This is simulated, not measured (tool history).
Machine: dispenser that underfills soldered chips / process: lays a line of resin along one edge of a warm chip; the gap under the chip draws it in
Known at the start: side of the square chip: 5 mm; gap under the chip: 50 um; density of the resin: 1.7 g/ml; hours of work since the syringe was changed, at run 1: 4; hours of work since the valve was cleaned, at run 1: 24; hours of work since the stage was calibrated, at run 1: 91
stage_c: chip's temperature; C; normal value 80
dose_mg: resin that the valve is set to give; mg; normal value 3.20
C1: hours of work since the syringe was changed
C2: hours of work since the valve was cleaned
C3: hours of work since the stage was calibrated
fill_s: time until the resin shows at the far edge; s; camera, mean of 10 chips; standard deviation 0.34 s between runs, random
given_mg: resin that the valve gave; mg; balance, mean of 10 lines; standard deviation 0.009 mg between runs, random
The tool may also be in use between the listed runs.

{"run": 1, "hour": 0.0, "stage_c": 80, "dose_mg": 3.2, "C1": 4, "C2": 24, "C3": 91, "fill_s": 22.8, "given_mg": 3.141}
{"hour": 6.3, "done": "new syringe of resin"}
{"run": 2, "hour": 6.7, "stage_c": 77, "dose_mg": 3.2, "C1": 0, "C2": 29, "C3": 96, "fill_s": 19.6, "given_mg": 3.138}
{"run": 3, "hour": 15.6, "stage_c": 80, "dose_mg": 3.2, "C1": 7, "C2": 36, "C3": 103, "fill_s": 28.4, "given_mg": 3.134}
{"hour": 18.0, "done": "new syringe of resin"}
{"run": 4, "hour": 22.6, "stage_c": 80, "dose_mg": 2.96, "C1": 4, "C2": 41, "C3": 109, "fill_s": 22.5, "given_mg": 2.883}
{"run": 5, "hour": 26.8, "stage_c": 80, "dose_mg": 2.96, "C1": 7, "C2": 44, "C3": 112, "fill_s": 27.7, "given_mg": 2.88}
{"hour": 29.6, "done": "new syringe of resin"}
{"run": 6, "hour": 35.2, "stage_c": 80, "dose_mg": 3.2, "C1": 5, "C2": 51, "C3": 119, "fill_s": 24.0, "given_mg": 3.084}
{"run": 7, "hour": 40.5, "stage_c": 80, "dose_mg": 3.2, "C1": 9, "C2": 55, "C3": 123, "fill_s": 31.4, "given_mg": 3.081}
{"hour": 41.3, "done": "new syringe of resin"}
{"hour": 48.7, "done": "dispensing valve cleaned and set on the balance"}
{"run": 8, "hour": 48.7, "stage_c": 80, "dose_mg": 3.2, "C1": 5, "C2": 0, "C3": 128, "fill_s": 24.3, "given_mg": 3.214}
{"hour": 53.6, "done": "new syringe of resin"}
{"run": 9, "hour": 56.5, "stage_c": 80, "dose_mg": 3.2, "C1": 2, "C2": 6, "C3": 134, "fill_s": 20.3, "given_mg": 3.202}
{"run": 10, "hour": 60.8, "stage_c": 80, "dose_mg": 3.2, "C1": 6, "C2": 9, "C3": 138, "fill_s": 26.0, "given_mg": 3.213}
{"hour": 64.8, "done": "new syringe of resin"}
{"run": 11, "hour": 69.5, "stage_c": 75, "dose_mg": 3.2, "C1": 4, "C2": 16, "C3": 145, "fill_s": 26.7, "given_mg": 3.166}
{"run": 12, "hour": 74.7, "stage_c": 75, "dose_mg": 3.2, "C1": 8, "C2": 20, "C3": 149, "fill_s": 35.0, "given_mg": 3.153}
{"hour": 76.1, "done": "new syringe of resin"}
{"run": 13, "hour": 84.7, "stage_c": 75, "dose_mg": 3.2, "C1": 7, "C2": 28, "C3": 156, "fill_s": 32.1, "given_mg": 3.157}
{"hour": 87.3, "done": "new syringe of resin"}
{"run": 14, "hour": 91.2, "stage_c": 75, "dose_mg": 3.2, "C1": 3, "C2": 33, "C3": 161, "fill_s": 25.3, "given_mg": 3.139}
{"run": 15, "hour": 96.8, "stage_c": 80, "dose_mg": 3.19, "C1": 8, "C2": 38, "C3": 166, "fill_s": 28.6, "given_mg": 3.121}
{"hour": 98.9, "done": "new syringe of resin"}
{"run": 16, "hour": 107.0, "stage_c": 80, "dose_mg": 3.2, "C1": 6, "C2": 45, "C3": 174, "fill_s": 28.1, "given_mg": 3.12}
{"hour": 110.7, "done": "new syringe of resin"}
{"run": 17, "hour": 117.0, "stage_c": 80, "dose_mg": 3.2, "C1": 5, "C2": 53, "C3": 182, "fill_s": 24.9, "given_mg": 3.098}
{"hour": 122.2, "done": "new syringe of resin"}
{"run": 18, "hour": 124.4, "stage_c": 76, "dose_mg": 3.7, "C1": 2, "C2": 59, "C3": 187, "fill_s": 22.4, "given_mg": 3.563}
{"hour": 127.6, "done": "dispensing valve cleaned and set on the balance"}
{"hour": 134.6, "done": "new syringe of resin"}
{"run": 19, "hour": 135.7, "stage_c": 76, "dose_mg": 4.0, "C1": 1, "C2": 6, "C3": 195, "fill_s": 20.9, "given_mg": 3.97}
{"run": 20, "hour": 144.2, "stage_c": 67, "dose_mg": 3.22, "C1": 8, "C2": 13, "C3": 202, "fill_s": 44.6, "given_mg": 3.191}
{"hour": 146.6, "done": "new syringe of resin"}
{"run": 21, "hour": 152.0, "stage_c": 67, "dose_mg": 3.22, "C1": 4, "C2": 19, "C3": 208, "fill_s": 35.1, "given_mg": 3.196}
{"hour": 158.1, "done": "new syringe of resin"}
{"run": 22, "hour": 158.4, "stage_c": 67, "dose_mg": 3.22, "C1": 0, "C2": 24, "C3": 213, "fill_s": 25.8, "given_mg": 3.162}
{"run": 23, "hour": 166.6, "stage_c": 67, "dose_mg": 3.22, "C1": 7, "C2": 31, "C3": 219, "fill_s": 40.3, "given_mg": 3.14}
{"hour": 169.4, "done": "new syringe of resin"}
{"run": 24, "hour": 171.4, "stage_c": 87, "dose_mg": 2.81, "C1": 2, "C2": 34, "C3": 223, "fill_s": 16.9, "given_mg": 2.734}
{"hour": 180.7, "done": "new syringe of resin"}
{"run": 25, "hour": 180.8, "stage_c": 66, "dose_mg": 3.52, "C1": 0, "C2": 41, "C3": 230, "fill_s": 26.9, "given_mg": 3.431}
{"run": 26, "hour": 186.7, "stage_c": 67, "dose_mg": 3.2, "C1": 5, "C2": 46, "C3": 235, "fill_s": 36.7, "given_mg": 3.102}
{"hour": 192.3, "done": "new syringe of resin"}
{"run": 27, "hour": 196.7, "stage_c": 79, "dose_mg": 3.84, "C1": 4, "C2": 54, "C3": 243, "fill_s": 23.0, "given_mg": 3.688}
{"hour": 203.6, "done": "new syringe of resin"}
{"run": 28, "hour": 204.3, "stage_c": 78, "dose_mg": 4.14, "C1": 1, "C2": 60, "C3": 249, "fill_s": 19.5, "given_mg": 3.974}
{"hour": 207.2, "done": "dispensing valve cleaned and set on the balance"}
{"run": 29, "hour": 214.2, "stage_c": 78, "dose_mg": 4.14, "C1": 8, "C2": 6, "C3": 256, "fill_s": 31.5, "given_mg": 4.109}
{"hour": 216.5, "done": "new syringe of resin"}
{"run": 30, "hour": 221.9, "stage_c": 65, "dose_mg": 3.13, "C1": 4, "C2": 12, "C3": 262, "fill_s": 36.2, "given_mg": 3.102}
{"hour": 228.4, "done": "new syringe of resin"}
{"run": 31, "hour": 231.0, "stage_c": 65, "dose_mg": 3.13, "C1": 2, "C2": 19, "C3": 269, "fill_s": 33.0, "given_mg": 3.065}
{"run": 32, "hour": 239.1, "stage_c": 65, "dose_mg": 3.13, "C1": 9, "C2": 25, "C3": 275, "fill_s": 50.5, "given_mg": 3.06}
{"hour": 239.9, "done": "new syringe of resin"}
{"run": 33, "hour": 247.1, "stage_c": 85, "dose_mg": 2.77, "C1": 6, "C2": 31, "C3": 281, "fill_s": 23.3, "given_mg": 2.696}
{"hour": 251.3, "done": "new syringe of resin"}
{"run": 34, "hour": 251.8, "stage_c": 78, "dose_mg": 3.04, "C1": 0, "C2": 35, "C3": 285, "fill_s": 19.3, "given_mg": 2.949}

How would selected steps in fill_s from run to run divide? Give the signed amount a tool lacking its hidden state would still show from settings, what came in and random variation, and the signed amount left for the hidden state, including any gauge scatter that is not in both of the compared results.
Hidden state present: resin's viscosity, % of fresh resin's; dose that the valve gives, % of what is set; true chip temperature over the reading, C; drift of the gauge itself on fill_s, %; drift of the gauge itself on given_mg, %.
Run 19 -> 20: stage_c 76 -> 67, dose_mg 4.00 -> 3.22. fill_s +23.7 s: hidden state +17.1, all else +6.6.
Run 23 -> 24: stage_c 67 -> 87, dose_mg 3.22 -> 2.81, new syringe of resin. fill_s -23.4 s: hidden state -13.1, all else -10.3.
Run 31 -> 32: no setting changed, nothing entered. fill_s +17.5 s: hidden state +17.6, all else -0.1.
Run 32 -> 33: stage_c 65 -> 85, dose_mg 3.13 -> 2.77, new syringe of resin. fill_s -27.2 s: hidden state -15.7, all else -11.5.
